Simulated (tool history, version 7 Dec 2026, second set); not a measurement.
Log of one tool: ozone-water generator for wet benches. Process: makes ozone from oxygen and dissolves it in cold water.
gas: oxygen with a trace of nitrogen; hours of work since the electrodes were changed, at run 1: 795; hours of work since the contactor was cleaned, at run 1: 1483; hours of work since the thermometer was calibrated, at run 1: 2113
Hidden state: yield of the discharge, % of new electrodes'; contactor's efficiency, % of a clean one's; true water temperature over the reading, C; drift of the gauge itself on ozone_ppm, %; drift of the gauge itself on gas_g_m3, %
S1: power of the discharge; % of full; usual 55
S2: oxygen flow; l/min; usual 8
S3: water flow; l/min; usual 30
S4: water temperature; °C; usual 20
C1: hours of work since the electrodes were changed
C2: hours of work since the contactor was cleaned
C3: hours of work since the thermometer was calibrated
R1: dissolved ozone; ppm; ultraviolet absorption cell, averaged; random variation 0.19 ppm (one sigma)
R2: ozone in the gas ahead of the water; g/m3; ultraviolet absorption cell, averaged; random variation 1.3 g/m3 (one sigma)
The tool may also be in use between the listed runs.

run    hour  S1     S2  S3  S4    C1    C2    C3    R1     R2
  1       0  55      8  30  20   795  1483  2113  25.9  233.9
  2    72.2  55      8  30  15   852  1540  2170  27.2  232.9
  3   161.4  55      8  30  20   922  1610  2240  25.2  233.7
  4   219.7  55      8  30  21   968  1656  2286  25.2  233.1
  5   300.9  83      8  30  21  1032  1720  2350    32  302.9
  6   409.7  55      8  30  20  1118  1806  2436  25.5  230.8
  7   511.5  55      8  30  20  1198  1886  2516  25.1  232.3
  8   592.2  55      8  30  20  1262  1950  2580  25.1  232.5
  9   700.8  55   4.71  30  20  1348  2036  2666  23.7  297.5
 10   790.7  55   4.71  30  20  1419  2107  2737  23.4  296.6
 11   893.8  55   4.71  30  20  1500  2188  2818  23.7  299.4
 12   992.2  55      8  24  20  1577  2266  2896  30.1  228.6
 13  1058.6  55      8  30  16  1630  2318  2948  26.4  231.6
 14  1148.1  55      8  30  14  1700  2389  3019    27  228.3
 15  1208.8  55      8  30  20  1748  2436  3066  24.8    230
 16  1295.8  55      8  30  20  1817  2505  3135  24.5    229
 17  1355.8  92      8  30  20  1864  2552  3182  33.9  309.8
 18    1460  96   5.84  25  14  1946  2635  3264  42.8    375
 19  1546.2  96   5.84  25  14  2014  2703  3332  42.9  371.3
 20  1645.3  99    7.3  30  26  2093  2781  3411  32.4  341.3
 21    1728  66     13  46  14  2158  2846  3476    21  202.3
 22  1828.9  49     13  46  14  2237  2925  3555  17.1  169.1
 23  1933.5  49     13  46  14  2320  3008  3638  17.5  165.8
 24  1994.4  54  10.14  46  14  2368  3056  3686  17.9  199.2
 25  2082.9  54  10.14  46  14  2438  3126  3756  17.9  202.2
 26  2158.1  55      8  30  15  2497  3185  3815  26.4  224.4
     2172.6  -- contactor cleaned
 27  2256.5  55  13.57  30  20  2571    66  3890  24.7  175.9
 28  2334.3  44   14.2  21  20  2633   128  3951  27.2  148.7
 29  2394.7  44   14.2  21  20  2680   175  3999  26.9  151.9
 30  2440.7  44   14.2  22  20  2717   211  4035  26.1  150.9
 31  2511.6  44   14.2  22  20  2773   267  4091  26.2  150.6
 32  2620.7  48    6.8  40  13  2859   353  4177  18.4  223.8
 33  2714.8  48    6.8  40  13  2933   428  4251  18.5    224

Forecast each of these 4 alternatives for the next run:
  A  2768.8  55     8  37  25  2975  470  4294   ?   ?
  B  2768.8  55  8.83  30  20  2975  470  4294   ?   ?
  C  2768.8  95     8  22  24  2975  470  4294   ?   ?
  D  2768.8  65   6.8  40  17  2975  470  4294   ?   ?

run    R1     R2
  A  19.1  224.3
  B  24.6  212.6
  C  40.1  312.3
  D    21  268.3
Without the tool's hidden state the same runs would have given:
run    R1     R2
  A  20.3  234.6
  B  26.1  222.4
  C  43.3  332.4
  D  22.4  282.1

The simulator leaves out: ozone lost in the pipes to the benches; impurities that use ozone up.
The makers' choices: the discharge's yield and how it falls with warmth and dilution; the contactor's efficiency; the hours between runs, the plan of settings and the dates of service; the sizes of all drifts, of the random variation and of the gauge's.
